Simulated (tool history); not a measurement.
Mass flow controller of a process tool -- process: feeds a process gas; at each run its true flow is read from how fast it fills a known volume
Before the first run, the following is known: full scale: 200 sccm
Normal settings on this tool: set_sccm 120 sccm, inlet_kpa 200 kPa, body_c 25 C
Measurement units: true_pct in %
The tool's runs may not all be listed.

run	hour	set_sccm	inlet_kpa	body_c	true_pct
1	0	120	200	25	99.77
2	273	120	203	25	99.64
3	645.8	120	200	25	99.82
4	851	120	200	25	99.88
5	1350	120	200	25	99.86
6	1647.8	120	200	25	99.72
7	2033.4	120	209	25	99.69
8	2369.5	120	200	25	99.87
9	2845.9	120	200	25	99.83
# hour 3091: controller's zero set anew
10	3167.3	120	172	25	102.02
11	3635.9	120	172	25	102.13
12	3992	120	172	25	102.29
13	4364.4	120	172	25	102.03
14	4814.8	120	200	25	101.94
15	5220.5	120	200	25	101.97
# hour 5503.6: controller exchanged for a calibrated one
16	5597.7	120	200	26	99.7
17	5820.9	120	200	26	99.72
18	6129.1	37	200	25	99.03
19	6581.6	37	200	25	98.58
20	6940.6	37	200	25	98.45
21	7195.1	120	200	21	100.01
22	7688.4	120	200	25	99.9
23	8173.9	120	252	25	99.42
24	8412.6	107	200	25	99.7
25	8768.7	48	253	22	97.94
26	9200	59	205	25	98.38
27	9503	59	205	25	98.23
28	9871.9	59	205	25	98.14
29	10265.5	39	205	25	96.31
30	10646.2	48	200	24	97.31
31	10981.4	120	200	34	99.19
32	11214.5	120	175	34	99.36
33	11562.7	120	175	34	99.38
# hour 11629.5: controller's zero set anew
34	11804.3	55	216	31	101.25
35	12220.4	55	216	31	100.97
36	12604.3	55	216	31	100.83
37	12947.2	198	260	36	101.15
38	13246.8	198	260	36	101.17
39	13538.4	53	195	38	100.06
40	13937.3	51	198	24	100.8
# hour 14025.3: controller exchanged for a calibrated one
41	14256.5	120	175	24	99.93
42	14621.2	63	170	24	99.75
43	15009.7	63	170	24	99.42
44	15274.5	63	170	24	99.44
45	15648.7	63	170	24	99.21
46	15860.7	120	200	39	98.65
47	16117.6	34	200	24	97.75

3 ways to go on from here, each from the tool as it stands after run 47. What would each give?
A	16563.8	120	234	25	?
B	16563.8	78	200	37	?
C	16563.8	34	200	35	?

run	true_pct
A	99.55
B	98.25
C	96.67
The same runs, with their run-to-run variation unchanged, on a tool lacking any hidden condition would have given:
run	true_pct
A	99.63
B	98.77
C	98.85
